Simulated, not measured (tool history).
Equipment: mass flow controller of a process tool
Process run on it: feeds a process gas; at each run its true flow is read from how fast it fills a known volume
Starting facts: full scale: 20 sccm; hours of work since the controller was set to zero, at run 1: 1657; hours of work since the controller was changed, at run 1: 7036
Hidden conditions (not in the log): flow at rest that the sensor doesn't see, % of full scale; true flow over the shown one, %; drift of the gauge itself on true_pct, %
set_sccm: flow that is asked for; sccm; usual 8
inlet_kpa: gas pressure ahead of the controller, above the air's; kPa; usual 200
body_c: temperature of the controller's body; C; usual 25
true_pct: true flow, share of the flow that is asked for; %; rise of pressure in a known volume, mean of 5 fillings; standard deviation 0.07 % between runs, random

run,hour,set_sccm,inlet_kpa,body_c,hours of work since the controller was set to zero,hours of work since the controller was changed,true_pct
1,0.0,8,200,25,1657,7036,100.37
2,325.2,8,200,25,1853,7232,100.36
3,825.1,8,200,25,2155,7534,100.52
4,1328.1,8,200,25,2459,7838,100.73
5,1613.8,8,200,25,2631,8010,100.79
6,2061.1,8,200,25,2901,8280,100.70
7,2367.8,8,200,25,3086,8465,101.05
8,2752.1,8,200,25,3318,8697,101.18
9,3179.0,8,200,25,3576,8955,101.16
10,3585.7,8,200,25,3821,9200,101.28
11,4105.5,2,200,25,4135,9514,105.94
12,4538.9,2,200,25,4396,9775,106.36
13,5014.8,2,200,38,4684,10062,106.19
14,5367.6,2,200,38,4896,10275,106.53
15,5700.9,4,274,21,5098,10477,104.33
# hour 5896.8: controller's zero set anew
16,6129.7,8,175,21,141,10735,100.12
17,6625.3,8,175,21,440,11034,100.36
18,7120.9,9,175,31,739,11333,100.03
19,7544.1,16,200,25,994,11589,101.14
20,8050.6,2,250,27,1300,11894,102.11
21,8564.0,2,250,27,1610,12204,102.57
22,8919.3,11,200,36,1824,12419,100.34
23,9290.3,11,143,21,2048,12643,101.03
24,9801.1,11,143,21,2356,12951,101.23
25,10189.1,11,143,21,2591,13185,101.37
26,10655.1,5,143,23,2872,13466,101.81
27,11027.9,5,143,23,3097,13691,101.80

How would selected steps in true_pct from run to run divide? Give the signed amount a tool lacking its hidden state would still show from settings, what came in and random variation, and the signed amount left for the hidden state, including any gauge scatter that is not in both of the compared results.
Run 10 -> 11: set_sccm 8 -> 2. true_pct +4.66 %: hidden state +5.20, all else -0.54.
Run 15 -> 16: set_sccm 4 -> 8, inlet_kpa 274 -> 175, controller's zero set anew. true_pct -4.21 %: hidden state -3.96, all else -0.25.
